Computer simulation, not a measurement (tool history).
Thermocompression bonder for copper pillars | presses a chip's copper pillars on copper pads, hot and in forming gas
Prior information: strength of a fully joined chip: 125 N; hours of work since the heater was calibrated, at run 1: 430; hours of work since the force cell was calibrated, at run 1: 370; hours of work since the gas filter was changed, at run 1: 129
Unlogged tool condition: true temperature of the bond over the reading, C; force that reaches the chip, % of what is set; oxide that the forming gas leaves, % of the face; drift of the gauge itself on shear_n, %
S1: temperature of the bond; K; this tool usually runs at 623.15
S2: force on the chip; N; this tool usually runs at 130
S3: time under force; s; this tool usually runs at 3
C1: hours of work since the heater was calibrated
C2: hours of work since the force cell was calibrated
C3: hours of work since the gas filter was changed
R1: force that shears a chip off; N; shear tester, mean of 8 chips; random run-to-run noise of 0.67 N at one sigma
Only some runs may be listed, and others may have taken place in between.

| run | hour | S1 | S2 | S3 | C1 | C2 | C3 | R1 |
|---|---|---|---|---|---|---|---|---|
| 1 | 0 | 623.15 | 130 | 3 | 430 | 370 | 129 | 55.2 |
| 2 | 16.5 | 623.15 | 130 | 3 | 442 | 382 | 140 | 54.4 |
| 3 | 28.2 | 623.15 | 130 | 3 | 451 | 390 | 149 | 55.3 |
| 4 | 41.2 | 623.15 | 130 | 3 | 460 | 400 | 158 | 54.3 |
| 5 | 60.8 | 599.15 | 130 | 3 | 474 | 414 | 172 | 42.8 |
| 6 | 80.8 | 623.15 | 153 | 3 | 488 | 428 | 186 | 63.1 |
| 7 | 90 | 623.15 | 153 | 3 | 495 | 435 | 193 | 61.8 |
| 8 | 106.1 | 623.15 | 129 | 3 | 506 | 446 | 205 | 53.6 |
| 9 | 115.9 | 623.15 | 129 | 3 | 513 | 453 | 212 | 54.2 |
| 10 | 129 | 623.15 | 130 | 3 | 523 | 462 | 221 | 54.7 |
| 11 | 148 | 623.15 | 130 | 3 | 536 | 476 | 235 | 55.4 |
| 12 | 161.5 | 623.15 | 130 | 3 | 546 | 486 | 244 | 53.3 |
| 13 | 171.9 | 623.15 | 130 | 3 | 553 | 493 | 252 | 53 |
| 14 | 187.8 | 623.15 | 130 | 8 | 565 | 505 | 263 | 73.4 |
| 15 | 207.9 | 599.15 | 130 | 8 | 579 | 519 | 277 | 60.8 |
|  | 216.7 | forming gas filter changed |
| 16 | 227.5 | 599.15 | 130 | 8 | 593 | 532 | 8 | 65.5 |
| 17 | 240.1 | 623.15 | 130 | 2 | 602 | 542 | 17 | 50.6 |
|  | 243.7 | heater calibrated with a thermocouple chip |
| 18 | 258.5 | 623.15 | 130 | 2 | 11 | 553 | 28 | 44.4 |
|  | 261.9 | force cell calibrated |
| 19 | 275 | 623.15 | 130 | 2 | 21 | 9 | 39 | 43.8 |
| 20 | 287.3 | 623.15 | 130 | 2 | 30 | 18 | 48 | 43.8 |
| 21 | 301.7 | 623.15 | 130 | 2 | 40 | 28 | 58 | 44.3 |
|  | 311.2 | force cell calibrated, once more |
| 22 | 316.2 | 608.15 | 130 | 2 | 50 | 4 | 68 | 40.1 |
| 23 | 329.7 | 598.15 | 130 | 3 | 59 | 13 | 77 | 41.2 |
| 24 | 343.5 | 623.15 | 122 | 3 | 69 | 23 | 87 | 50.2 |
| 25 | 358.9 | 593.15 | 119 | 7 | 80 | 34 | 98 | 49.8 |
| 26 | 378.9 | 593.15 | 119 | 7 | 95 | 48 | 112 | 51.7 |
| 27 | 397.1 | 627.15 | 130 | 9 | 108 | 61 | 126 | 77.7 |
| 28 | 413.2 | 651.15 | 130 | 3 | 119 | 73 | 137 | 66.6 |
| 29 | 428.8 | 651.15 | 104 | 7 | 130 | 84 | 148 | 73 |
| 30 | 437.5 | 623.15 | 166 | 3 | 137 | 90 | 154 | 65.3 |
| 31 | 449 | 623.15 | 166 | 3 | 145 | 99 | 163 | 65.6 |
| 32 | 469.9 | 595.15 | 90 | 3 | 160 | 114 | 178 | 27 |
| 33 | 484.6 | 599.15 | 90 | 2 | 170 | 124 | 188 | 24 |
| 34 | 496.5 | 599.15 | 90 | 2 | 179 | 133 | 197 | 23.3 |
| 35 | 510.9 | 623.15 | 168 | 3 | 189 | 143 | 207 | 66.6 |
| 36 | 525 | 627.15 | 130 | 3 | 199 | 153 | 217 | 54.8 |
| 37 | 534.7 | 602.15 | 121 | 3 | 206 | 160 | 224 | 40 |
| 38 | 553.3 | 602.15 | 121 | 3 | 219 | 173 | 237 | 39 |
| 39 | 563.8 | 603.15 | 127 | 7 | 227 | 181 | 245 | 57.8 |
| 40 | 573.7 | 603.15 | 127 | 7 | 234 | 188 | 252 | 56.5 |

The same runs without the tool's hidden state, with the same run-to-run variation:
| run | R1 |
|---|---|
| 1 | 54.6 |
| 2 | 53.9 |
| 3 | 55 |
| 4 | 54.1 |
| 5 | 42.2 |
| 6 | 63.5 |
| 7 | 62.3 |
| 8 | 53.9 |
| 9 | 54.6 |
| 10 | 55.2 |
| 11 | 56.1 |
| 12 | 54.1 |
| 13 | 53.9 |
| 14 | 75.8 |
| 15 | 62 |
| 16 | 61.1 |
| 17 | 47.4 |
| 18 | 46.3 |
| 19 | 46.5 |
| 20 | 46.6 |
| 21 | 47.2 |
| 22 | 40.6 |
| 23 | 41.8 |
| 24 | 51 |
| 25 | 50.7 |
| 26 | 52.7 |
| 27 | 80.1 |
| 28 | 68.8 |
| 29 | 75.7 |
| 30 | 67.5 |
| 31 | 68 |
| 32 | 27.8 |
| 33 | 24.7 |
| 34 | 24 |
| 35 | 69.7 |
| 36 | 57.4 |
| 37 | 41.6 |
| 38 | 40.7 |
| 39 | 60.8 |
| 40 | 59.5 |

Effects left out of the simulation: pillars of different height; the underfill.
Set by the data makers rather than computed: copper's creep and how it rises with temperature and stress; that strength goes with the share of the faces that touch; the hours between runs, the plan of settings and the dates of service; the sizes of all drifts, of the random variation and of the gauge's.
